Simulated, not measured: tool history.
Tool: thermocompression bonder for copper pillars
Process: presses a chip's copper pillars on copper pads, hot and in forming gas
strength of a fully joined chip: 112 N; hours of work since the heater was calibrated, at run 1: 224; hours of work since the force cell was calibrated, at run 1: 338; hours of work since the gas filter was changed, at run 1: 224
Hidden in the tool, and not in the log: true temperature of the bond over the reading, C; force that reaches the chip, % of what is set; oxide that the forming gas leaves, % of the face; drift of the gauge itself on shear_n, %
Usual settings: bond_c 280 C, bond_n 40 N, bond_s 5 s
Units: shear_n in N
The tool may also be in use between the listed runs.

run     day  bond_c  bond_n  bond_s  hours of work since the heater was calibrated  hours of work since the force cell was calibrated  hours of work since the gas filter was changed  shear_n
  1   0.000     280      40       5                                            224                                                338                                             224     45.0
  2   3.079     280      40       5                                            261                                                375                                             261     44.6
  3   6.650     280      40       5                                            303                                                418                                             303     44.2
  4   8.288     280      40       5                                            323                                                438                                             323     44.7
  5  10.279     280      40       5                                            347                                                462                                             347     44.2
  6  12.192     280      40       5                                            370                                                485                                             370     44.6
  7  14.025     280      40       5                                            392                                                507                                             392     44.3
  8  15.671     280      40       5                                            412                                                526                                             412     44.3
  9  18.933     270      40       3                                            451                                                566                                             451     31.8
     19.467  -- forming gas filter changed
 10  22.467     261      40       9                                            493                                                608                                              36     44.6
 11  25.779     280      40       3                                            533                                                648                                              76     36.0
 12  28.862     280      28       5                                            570                                                685                                             113     32.9
     30.792  -- heater calibrated with a thermocouple chip
 13  32.362     280      55       5                                             19                                                726                                             154     56.8
 14  35.329     264      30       8                                             54                                                761                                             190     34.3

Forecast each of these 4 alternatives for the next run:
  A  37.850     292      40       5                                             85                                                792                                             220        ?
  B  37.850     264      24       5                                             85                                                792                                             220        ?
  C  37.850     290      42       7                                             85                                                792                                             220        ?
  D  37.850     257      30       8                                             85                                                792                                             220        ?

run  shear_n
  A     50.6
  B     23.3
  C     58.5
  D     31.5
Without the tool's hidden state the same runs would have given:
run  shear_n
  A     50.6
  B     23.3
  C     58.5
  D     31.5
